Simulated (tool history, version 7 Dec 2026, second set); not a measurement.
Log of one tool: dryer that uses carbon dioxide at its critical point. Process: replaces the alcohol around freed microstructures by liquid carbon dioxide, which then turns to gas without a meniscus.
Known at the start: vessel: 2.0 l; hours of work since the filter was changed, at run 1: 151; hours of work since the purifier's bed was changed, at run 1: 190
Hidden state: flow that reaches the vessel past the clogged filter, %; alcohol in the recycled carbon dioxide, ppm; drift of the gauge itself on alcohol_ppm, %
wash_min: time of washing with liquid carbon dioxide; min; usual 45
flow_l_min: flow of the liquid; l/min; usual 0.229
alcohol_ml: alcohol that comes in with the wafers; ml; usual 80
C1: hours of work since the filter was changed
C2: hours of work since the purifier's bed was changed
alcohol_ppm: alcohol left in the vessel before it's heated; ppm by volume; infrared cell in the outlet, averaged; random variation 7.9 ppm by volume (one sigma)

run 1 hour=0.0 | wash_min=45 flow_l_min=0.229 alcohol_ml=80 | C1=151 C2=190 | alcohol_ppm=645
run 2 hour=23.2 | wash_min=45 flow_l_min=0.229 alcohol_ml=22 | C1=164 C2=204 | alcohol_ppm=270
run 3 hour=43.0 | wash_min=45 flow_l_min=0.229 alcohol_ml=22 | C1=175 C2=215 | alcohol_ppm=270
run 4 hour=58.1 | wash_min=45 flow_l_min=0.229 alcohol_ml=80 | C1=184 C2=224 | alcohol_ppm=724
run 5 hour=76.3 | wash_min=45 flow_l_min=0.229 alcohol_ml=80 | C1=194 C2=234 | alcohol_ppm=719
run 6 hour=95.0 | wash_min=45 flow_l_min=0.229 alcohol_ml=80 | C1=205 C2=245 | alcohol_ppm=760
run 7 hour=117.9 | wash_min=45 flow_l_min=0.208 alcohol_ml=80 | C1=218 C2=258 | alcohol_ppm=1077
run 8 hour=137.3 | wash_min=60 flow_l_min=0.229 alcohol_ml=80 | C1=229 C2=269 | alcohol_ppm=296
run 9 hour=152.6 | wash_min=45 flow_l_min=0.229 alcohol_ml=80 | C1=238 C2=277 | alcohol_ppm=780
run 10 hour=166.2 | wash_min=45 flow_l_min=0.229 alcohol_ml=80 | C1=246 C2=285 | alcohol_ppm=816
run 11 hour=189.9 | wash_min=45 flow_l_min=0.174 alcohol_ml=80 | C1=259 C2=299 | alcohol_ppm=2074
-- hour=205.5 inlet filter changed
run 12 hour=212.7 | wash_min=45 flow_l_min=0.174 alcohol_ml=80 | C1=4 C2=311 | alcohol_ppm=1475
run 13 hour=228.0 | wash_min=45 flow_l_min=0.229 alcohol_ml=80 | C1=13 C2=320 | alcohol_ppm=611
run 14 hour=252.1 | wash_min=45 flow_l_min=0.229 alcohol_ml=80 | C1=27 C2=334 | alcohol_ppm=602
run 15 hour=276.8 | wash_min=45 flow_l_min=0.229 alcohol_ml=80 | C1=41 C2=348 | alcohol_ppm=629
run 16 hour=299.8 | wash_min=45 flow_l_min=0.229 alcohol_ml=80 | C1=54 C2=361 | alcohol_ppm=632
run 17 hour=310.7 | wash_min=45 flow_l_min=0.229 alcohol_ml=80 | C1=60 C2=367 | alcohol_ppm=653
run 18 hour=321.7 | wash_min=45 flow_l_min=0.301 alcohol_ml=80 | C1=66 C2=373 | alcohol_ppm=302
run 19 hour=339.8 | wash_min=45 flow_l_min=0.229 alcohol_ml=80 | C1=77 C2=384 | alcohol_ppm=704
run 20 hour=354.0 | wash_min=45 flow_l_min=0.229 alcohol_ml=80 | C1=85 C2=392 | alcohol_ppm=707
run 21 hour=365.2 | wash_min=45 flow_l_min=0.229 alcohol_ml=80 | C1=91 C2=398 | alcohol_ppm=717
run 22 hour=379.2 | wash_min=32 flow_l_min=0.229 alcohol_ml=80 | C1=99 C2=406 | alcohol_ppm=1997
run 23 hour=398.4 | wash_min=45 flow_l_min=0.177 alcohol_ml=80 | C1=110 C2=417 | alcohol_ppm=1670
run 24 hour=416.6 | wash_min=45 flow_l_min=0.177 alcohol_ml=80 | C1=121 C2=428 | alcohol_ppm=1702
run 25 hour=433.0 | wash_min=44 flow_l_min=0.149 alcohol_ml=113 | C1=130 C2=437 | alcohol_ppm=4153
run 26 hour=445.1 | wash_min=37 flow_l_min=0.376 alcohol_ml=56 | C1=137 C2=444 | alcohol_ppm=291
run 27 hour=461.7 | wash_min=45 flow_l_min=0.259 alcohol_ml=45 | C1=146 C2=453 | alcohol_ppm=402
run 28 hour=475.4 | wash_min=33 flow_l_min=0.138 alcohol_ml=91 | C1=154 C2=461 | alcohol_ppm=7451
run 29 hour=489.7 | wash_min=33 flow_l_min=0.138 alcohol_ml=91 | C1=162 C2=469 | alcohol_ppm=7542
run 30 hour=511.8 | wash_min=33 flow_l_min=0.138 alcohol_ml=91 | C1=175 C2=482 | alcohol_ppm=7613
run 31 hour=537.3 | wash_min=30 flow_l_min=0.354 alcohol_ml=80 | C1=189 C2=496 | alcohol_ppm=749
-- hour=557.6 purifier's bed changed
run 32 hour=559.9 | wash_min=53 flow_l_min=0.228 alcohol_ml=80 | C1=201 C2=1 | alcohol_ppm=311
run 33 hour=580.8 | wash_min=53 flow_l_min=0.228 alcohol_ml=80 | C1=213 C2=13 | alcohol_ppm=330
run 34 hour=601.5 | wash_min=55 flow_l_min=0.229 alcohol_ml=80 | C1=224 C2=25 | alcohol_ppm=280
run 35 hour=625.1 | wash_min=45 flow_l_min=0.173 alcohol_ml=80 | C1=238 C2=39 | alcohol_ppm=1934
run 36 hour=637.2 | wash_min=29 flow_l_min=0.323 alcohol_ml=80 | C1=245 C2=45 | alcohol_ppm=944
run 37 hour=660.4 | wash_min=29 flow_l_min=0.147 alcohol_ml=24 | C1=258 C2=59 | alcohol_ppm=2338
-- hour=676.8 inlet filter changed
run 38 hour=685.1 | wash_min=35 flow_l_min=0.300 alcohol_ml=25 | C1=5 C2=72 | alcohol_ppm=156
run 39 hour=703.7 | wash_min=30 flow_l_min=0.176 alcohol_ml=26 | C1=15 C2=83 | alcohol_ppm=1400
run 40 hour=720.7 | wash_min=30 flow_l_min=0.176 alcohol_ml=26 | C1=25 C2=93 | alcohol_ppm=1404
run 41 hour=734.8 | wash_min=35 flow_l_min=0.245 alcohol_ml=57 | C1=33 C2=101 | alcohol_ppm=752
run 42 hour=751.8 | wash_min=27 flow_l_min=0.228 alcohol_ml=57 | C1=43 C2=110 | alcohol_ppm=2064
run 43 hour=770.4 | wash_min=45 flow_l_min=0.304 alcohol_ml=67 | C1=53 C2=121 | alcohol_ppm=155
run 44 hour=785.6 | wash_min=45 flow_l_min=0.304 alcohol_ml=67 | C1=62 C2=130 | alcohol_ppm=157
run 45 hour=810.0 | wash_min=45 flow_l_min=0.249 alcohol_ml=27 | C1=76 C2=143 | alcohol_ppm=191
run 46 hour=834.9 | wash_min=45 flow_l_min=0.229 alcohol_ml=67 | C1=90 C2=158 | alcohol_ppm=506
run 47 hour=859.1 | wash_min=47 flow_l_min=0.205 alcohol_ml=85 | C1=104 C2=172 | alcohol_ppm=831

The same runs without the tool's hidden state, with the same run-to-run variation:
run=1 alcohol_ppm=403
run=2 alcohol_ppm=121
run=3 alcohol_ppm=114
run=4 alcohol_ppm=418
run=5 alcohol_ppm=399
run=6 alcohol_ppm=421
run=7 alcohol_ppm=628
run=8 alcohol_ppm=85
run=9 alcohol_ppm=388
run=10 alcohol_ppm=404
run=11 alcohol_ppm=1275
run=12 alcohol_ppm=1281
run=13 alcohol_ppm=421
run=14 alcohol_ppm=401
run=15 alcohol_ppm=404
run=16 alcohol_ppm=392
run=17 alcohol_ppm=402
run=18 alcohol_ppm=94
run=19 alcohol_ppm=418
run=20 alcohol_ppm=413
run=21 alcohol_ppm=416
run=22 alcohol_ppm=1513
run=23 alcohol_ppm=1197
run=24 alcohol_ppm=1199
run=25 alcohol_ppm=3261
run=26 alcohol_ppm=48
run=27 alcohol_ppm=120
run=28 alcohol_ppm=6212
run=29 alcohol_ppm=6242
run=30 alcohol_ppm=6223
run=31 alcohol_ppm=325
run=32 alcohol_ppm=185
run=33 alcohol_ppm=185
run=34 alcohol_ppm=145
run=35 alcohol_ppm=1294
run=36 alcohol_ppm=559
run=37 alcohol_ppm=1838
run=38 alcohol_ppm=110
run=39 alcohol_ppm=1301
run=40 alcohol_ppm=1287
run=41 alcohol_ppm=633
run=42 alcohol_ppm=1848
run=43 alcohol_ppm=76
run=44 alcohol_ppm=70
run=45 alcohol_ppm=93
run=46 alcohol_ppm=335
run=47 alcohol_ppm=582
